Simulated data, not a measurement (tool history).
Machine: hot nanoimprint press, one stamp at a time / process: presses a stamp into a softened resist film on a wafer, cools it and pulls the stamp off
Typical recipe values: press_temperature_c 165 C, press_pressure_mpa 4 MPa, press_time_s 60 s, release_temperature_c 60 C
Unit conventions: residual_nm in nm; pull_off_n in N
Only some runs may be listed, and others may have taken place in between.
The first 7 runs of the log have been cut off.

-- hour=426.9 stamp cleaned and given a new release coat
run 8 hour=443.5 | press_temperature_c=165 press_pressure_mpa=4 press_time_s=60 release_temperature_c=60 | residual_nm=282.9 pull_off_n=125
run 9 hour=502 | press_temperature_c=165 press_pressure_mpa=4 press_time_s=60 release_temperature_c=60 | residual_nm=285.9 pull_off_n=126
run 10 hour=575.3 | press_temperature_c=165 press_pressure_mpa=4 press_time_s=60 release_temperature_c=60 | residual_nm=285 pull_off_n=131
run 11 hour=650.9 | press_temperature_c=165 press_pressure_mpa=4 press_time_s=60 release_temperature_c=60 | residual_nm=282.4 pull_off_n=130
-- hour=716.1 plate thermocouple calibrated
run 12 hour=732.3 | press_temperature_c=165 press_pressure_mpa=4 press_time_s=60 release_temperature_c=56 | residual_nm=279.4 pull_off_n=151
run 13 hour=788.1 | press_temperature_c=165 press_pressure_mpa=4 press_time_s=60 release_temperature_c=56 | residual_nm=276.2 pull_off_n=152
-- hour=861.8 stamp cleaned and given a new release coat
run 14 hour=888.8 | press_temperature_c=165 press_pressure_mpa=4 press_time_s=60 release_temperature_c=56 | residual_nm=279.4 pull_off_n=135
run 15 hour=934.7 | press_temperature_c=165 press_pressure_mpa=4 press_time_s=60 release_temperature_c=60 | residual_nm=277.3 pull_off_n=123
run 16 hour=982.4 | press_temperature_c=165 press_pressure_mpa=4 press_time_s=61 release_temperature_c=60 | residual_nm=273.7 pull_off_n=126
run 17 hour=1072.5 | press_temperature_c=165 press_pressure_mpa=4 press_time_s=61 release_temperature_c=60 | residual_nm=274.1 pull_off_n=126
run 18 hour=1138.5 | press_temperature_c=165 press_pressure_mpa=4 press_time_s=61 release_temperature_c=60 | residual_nm=272.3 pull_off_n=130
run 19 hour=1216.9 | press_temperature_c=168 press_pressure_mpa=5.22 press_time_s=45 release_temperature_c=66 | residual_nm=239.5 pull_off_n=113
-- hour=1226.9 plate thermocouple calibrated, once more
-- hour=1296.6 stamp cleaned and given a new release coat
run 20 hour=1319.9 | press_temperature_c=168 press_pressure_mpa=5.22 press_time_s=45 release_temperature_c=66 | residual_nm=260.6 pull_off_n=105
run 21 hour=1366.8 | press_temperature_c=168 press_pressure_mpa=5.22 press_time_s=45 release_temperature_c=66 | residual_nm=262.1 pull_off_n=108
run 22 hour=1453.8 | press_temperature_c=172 press_pressure_mpa=5.22 press_time_s=88 release_temperature_c=55 | residual_nm=167.2 pull_off_n=150
run 23 hour=1504.9 | press_temperature_c=172 press_pressure_mpa=5.22 press_time_s=88 release_temperature_c=55 | residual_nm=166.2 pull_off_n=152
run 24 hour=1589.1 | press_temperature_c=165 press_pressure_mpa=4 press_time_s=92 release_temperature_c=56 | residual_nm=254.9 pull_off_n=162
run 25 hour=1672.9 | press_temperature_c=165 press_pressure_mpa=4 press_time_s=92 release_temperature_c=56 | residual_nm=253.7 pull_off_n=156
-- hour=1730.5 stamp cleaned and given a new release coat
run 26 hour=1751.6 | press_temperature_c=175 press_pressure_mpa=4 press_time_s=58 release_temperature_c=49 | residual_nm=189.4 pull_off_n=159

What will run 27 give?
-- hour=1775.2 press's hydraulic seals changed and the load cell set to zero
run 27 hour=1834.8 | press_temperature_c=160 press_pressure_mpa=2.89 press_time_s=60 release_temperature_c=60 | residual_nm=? pull_off_n=?

{"run 27": {"residual_nm": 376, "pull_off_n": 131}}
If the tool had no hidden condition, the same run with the same run-to-run variation would have returned residual_nm 383.8 nm, pull_off_n 128 N.
